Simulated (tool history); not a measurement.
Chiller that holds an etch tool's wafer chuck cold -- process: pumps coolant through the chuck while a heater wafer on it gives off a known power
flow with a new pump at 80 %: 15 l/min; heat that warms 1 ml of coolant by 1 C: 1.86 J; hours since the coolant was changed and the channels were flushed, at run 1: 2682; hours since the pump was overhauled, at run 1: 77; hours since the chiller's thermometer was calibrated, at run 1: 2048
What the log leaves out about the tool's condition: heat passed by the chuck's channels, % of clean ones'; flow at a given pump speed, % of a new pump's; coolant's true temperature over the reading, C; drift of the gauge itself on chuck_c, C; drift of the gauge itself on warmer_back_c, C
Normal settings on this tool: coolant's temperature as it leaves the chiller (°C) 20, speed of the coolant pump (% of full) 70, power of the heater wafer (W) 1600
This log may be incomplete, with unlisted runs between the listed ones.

| run | hour | coolant's temperature as it leaves the chiller (°C) | speed of the coolant pump (% of full) | power of the heater wafer (W) | hours since the coolant was changed and the channels were flushed | hours since the pump was overhauled | hours since the chiller's thermometer was calibrated | chuck's temperature once it has settled (°C) | how much warmer the coolant comes back (C) |
|---|---|---|---|---|---|---|---|---|---|
| 1 | 0 | 20 | 70 | 1600 | 2682 | 77 | 2048 | 41.5 | 3.97 |
| 2 | 43 | 20 | 70 | 1600 | 2725 | 120 | 2091 | 41.6 | 3.94 |
| 3 | 118.1 | 20 | 70 | 1600 | 2800 | 195 | 2166 | 41.7 | 3.95 |
| 4 | 187.1 | 20 | 70 | 1435 | 2869 | 264 | 2235 | 39.6 | 3.58 |
| 5 | 244.1 | 20 | 70 | 1600 | 2926 | 321 | 2292 | 41.8 | 3.96 |
|  | 283.9 | coolant changed, channels flushed |
| 6 | 323 | 20 | 70 | 1600 | 39 | 394 | 2365 | 40.2 | 3.99 |
| 7 | 361.6 | 20 | 70 | 1600 | 78 | 433 | 2403 | 40 | 4 |
| 8 | 408.7 | 20 | 70 | 1600 | 125 | 480 | 2451 | 40.1 | 3.98 |
| 9 | 474.2 | 16 | 90 | 1400 | 190 | 545 | 2516 | 31.8 | 2.65 |
| 10 | 518.4 | 20 | 84 | 2233 | 234 | 590 | 2560 | 45.9 | 4.6 |
| 11 | 569.7 | 10 | 88 | 827 | 286 | 641 | 2612 | 19.6 | 1.61 |
| 12 | 644.3 | 10 | 88 | 827 | 360 | 715 | 2686 | 19.7 | 1.66 |
| 13 | 722.3 | 27 | 88 | 978 | 438 | 793 | 2764 | 38.3 | 1.92 |
| 14 | 780.9 | 20 | 70 | 1405 | 497 | 852 | 2823 | 38.1 | 3.51 |
| 15 | 847 | 20 | 85 | 1245 | 563 | 918 | 2889 | 34.7 | 2.59 |
| 16 | 902.8 | 20 | 85 | 1245 | 619 | 974 | 2945 | 34.7 | 2.53 |

Take each entry between the runs: how does the hidden state at the last listed run before it differ from the hidden state at the first listed run after it?
In the gap between runs 5 and 6: coolant changed, channels flushed (hour 283.9)
  heat passed by the chuck's channels, % of clean ones': 91.2 -> 99.8; flow at a given pump speed, % of a new pump's: 99.7 -> 99.5; coolant's true temperature over the reading, C: 0.45 -> 0.46
  measured result minus the result with no hidden state, chuck's temperature once it has settled (°C): +2.2 -> +0.5; how much warmer the coolant comes back (C): +0.01 -> +0.02
